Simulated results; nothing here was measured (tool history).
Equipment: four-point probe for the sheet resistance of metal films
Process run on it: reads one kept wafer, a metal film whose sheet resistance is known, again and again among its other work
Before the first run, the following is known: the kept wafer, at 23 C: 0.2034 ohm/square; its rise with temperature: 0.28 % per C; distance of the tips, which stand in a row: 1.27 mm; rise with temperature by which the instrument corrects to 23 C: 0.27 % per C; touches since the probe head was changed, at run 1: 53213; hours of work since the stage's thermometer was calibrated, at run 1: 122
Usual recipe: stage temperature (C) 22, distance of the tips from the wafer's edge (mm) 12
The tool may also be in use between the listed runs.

run	hour	stage temperature (C)	distance of the tips from the wafer's edge (mm)	touches since the probe head was changed	hours of work since the stage's thermometer was calibrated	sheet resistance as the instrument gives it (ohm/square)
1	0	22	12	53213	122	0.206664
2	8.1	22	3	53640	128	0.223465
3	19.8	22	3	54256	137	0.223443
4	37.8	22	3	55204	151	0.223423
5	52.4	22	3	55977	163	0.223562
# hour 53.7: stage's thermometer calibrated
6	66.9	22	7	56712	10	0.209099
7	83.6	22	7	57593	23	0.20914
8	93.4	22	7	58111	31	0.209134
9	109.4	30	8	58955	43	0.208575
10	122.6	28	3	59648	53	0.223528
11	133.1	23	4	60206	61	0.216127
12	143.9	23	4	60772	70	0.216117
13	161	19	9	61676	83	0.207829
# hour 167.6: stage's thermometer calibrated, once more
14	178.1	32	13	62551	8	0.206897
15	190.4	22	8	63197	18	0.208501

Branching from run 15: 3 alternative next runs. What would each branch give?
A	206.3	30	48	64038	30	?
B	206.3	31	8	64038	30	?
C	206.3	22	27	64038	30	?

run	sheet resistance as the instrument gives it (ohm/square)
A	0.205812
B	0.208619
C	0.205932
With no hidden state in the tool, these same runs would have given:
run	sheet resistance as the instrument gives it (ohm/square)
A	0.203476
B	0.206254
C	0.203594
